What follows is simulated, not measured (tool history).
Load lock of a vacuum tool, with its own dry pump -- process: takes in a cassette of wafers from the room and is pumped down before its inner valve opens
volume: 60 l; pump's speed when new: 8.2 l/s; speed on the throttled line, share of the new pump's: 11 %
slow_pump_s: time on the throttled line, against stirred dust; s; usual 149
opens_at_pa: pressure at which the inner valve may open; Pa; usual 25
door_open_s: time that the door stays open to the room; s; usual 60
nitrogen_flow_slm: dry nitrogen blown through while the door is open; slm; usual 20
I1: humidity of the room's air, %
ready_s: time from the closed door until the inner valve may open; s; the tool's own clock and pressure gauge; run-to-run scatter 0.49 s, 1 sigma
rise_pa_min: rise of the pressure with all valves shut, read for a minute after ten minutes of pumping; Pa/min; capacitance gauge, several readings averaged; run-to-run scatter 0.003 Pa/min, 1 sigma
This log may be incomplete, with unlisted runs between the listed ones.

Run 1, day 0.000: usual settings; I1 45.9. Result: ready_s 193.7 s, rise_pa_min 0.149 Pa/min.
Run 2, day 2.233: usual settings; I1 48.0. Result: ready_s 193.2 s, rise_pa_min 0.168 Pa/min.
Run 3, day 6.488: usual settings but nitrogen_flow_slm 25 slm; I1 45.8. Result: ready_s 194.5 s, rise_pa_min 0.164 Pa/min.
Run 4, day 10.962: usual settings but slow_pump_s 83 s; I1 45.3. Result: ready_s 135.0 s, rise_pa_min 0.169 Pa/min.
Run 5, day 13.133: usual settings; I1 46.7. Result: ready_s 194.1 s, rise_pa_min 0.182 Pa/min.
Run 6, day 15.646: usual settings; I1 45.5. Result: ready_s 193.7 s, rise_pa_min 0.178 Pa/min.
Run 7, day 19.071: usual settings but slow_pump_s 182 s; I1 41.9. Result: ready_s 224.1 s, rise_pa_min 0.192 Pa/min.
Run 8, day 22.596: usual settings but slow_pump_s 182 s; I1 42.6. Result: ready_s 223.2 s, rise_pa_min 0.187 Pa/min.
Run 9, day 24.621: usual settings but slow_pump_s 113 s; I1 46.8. Result: ready_s 162.2 s, rise_pa_min 0.192 Pa/min.
Run 10, day 28.179: usual settings but slow_pump_s 113 s; I1 41.6. Result: ready_s 161.3 s, rise_pa_min 0.194 Pa/min.
Run 11, day 31.033: usual settings but slow_pump_s 113 s; I1 45.4. Result: ready_s 162.0 s, rise_pa_min 0.197 Pa/min.
Run 12, day 34.575: usual settings; I1 49.1. Result: ready_s 193.2 s, rise_pa_min 0.213 Pa/min.
Run 13, day 37.075: usual settings; I1 48.4. Result: ready_s 194.2 s, rise_pa_min 0.214 Pa/min.
Run 14, day 40.604: usual settings; I1 44.3. Result: ready_s 193.7 s, rise_pa_min 0.222 Pa/min.
Run 15, day 43.833: usual settings but opens_at_pa 42 Pa, nitrogen_flow_slm 6 slm; I1 47.1. Result: ready_s 190.6 s, rise_pa_min 0.244 Pa/min.
Run 16, day 47.883: usual settings but slow_pump_s 118 s, opens_at_pa 42 Pa; I1 43.9. Result: ready_s 163.0 s, rise_pa_min 0.241 Pa/min.
Run 17, day 50.850: usual settings but slow_pump_s 118 s, opens_at_pa 42 Pa; I1 46.9. Result: ready_s 163.2 s, rise_pa_min 0.236 Pa/min.
Run 18, day 52.879: usual settings but opens_at_pa 39 Pa; I1 44.5. Result: ready_s 190.2 s, rise_pa_min 0.247 Pa/min.
Run 19, day 54.900: usual settings but opens_at_pa 39 Pa; I1 45.2. Result: ready_s 192.5 s, rise_pa_min 0.241 Pa/min.
Run 20, day 58.375: usual settings but opens_at_pa 39 Pa; I1 45.0. Result: ready_s 190.9 s, rise_pa_min 0.254 Pa/min.
Run 21, day 60.525: usual settings but opens_at_pa 39 Pa; I1 42.0. Result: ready_s 191.3 s, rise_pa_min 0.254 Pa/min.
Run 22, day 64.821: usual settings but opens_at_pa 39 Pa; I1 46.1. Result: ready_s 191.0 s, rise_pa_min 0.267 Pa/min.
Run 23, day 68.675: usual settings but opens_at_pa 39 Pa; I1 43.4. Result: ready_s 191.4 s, rise_pa_min 0.269 Pa/min.
Run 24, day 73.038: usual settings but slow_pump_s 277 s, opens_at_pa 31 Pa, door_open_s 153 s, nitrogen_flow_slm 18 slm; I1 46.2. Result: ready_s 306.0 s, rise_pa_min 0.302 Pa/min.
Run 25, day 77.179: usual settings but slow_pump_s 277 s, opens_at_pa 31 Pa, door_open_s 153 s, nitrogen_flow_slm 18 slm; I1 45.9. Result: ready_s 307.8 s, rise_pa_min 0.320 Pa/min.
Run 26, day 80.021: usual settings but slow_pump_s 277 s, opens_at_pa 31 Pa, door_open_s 153 s, nitrogen_flow_slm 18 slm; I1 44.4. Result: ready_s 307.4 s, rise_pa_min 0.320 Pa/min.
Run 27, day 84.438: usual settings but opens_at_pa 20 Pa, nitrogen_flow_slm 15 slm; I1 47.4. Result: ready_s 197.2 s, rise_pa_min 0.307 Pa/min.

3 options for the next run, each taken on its own from the tool as it stands now. Forecast them:
Run A, day 88.608: usual settings but slow_pump_s 128 s, door_open_s 56 s; I1 46.5. Result: ready_s ?, rise_pa_min ?.
Run B, day 88.608: usual settings but opens_at_pa 36 Pa, door_open_s 39 s; I1 47.0. Result: ready_s ?, rise_pa_min ?.
Run C, day 88.608: usual settings but slow_pump_s 122 s, opens_at_pa 20 Pa; I1 40.6. Result: ready_s ?, rise_pa_min ?.

run  ready_s  rise_pa_min
  A    176.4        0.312
  B    192.7        0.300
  C    173.3        0.306
With no hidden state in the tool, these same runs would have given:
run  ready_s  rise_pa_min
  A    174.8        0.030
  B    191.3        0.020
  C    171.6        0.025
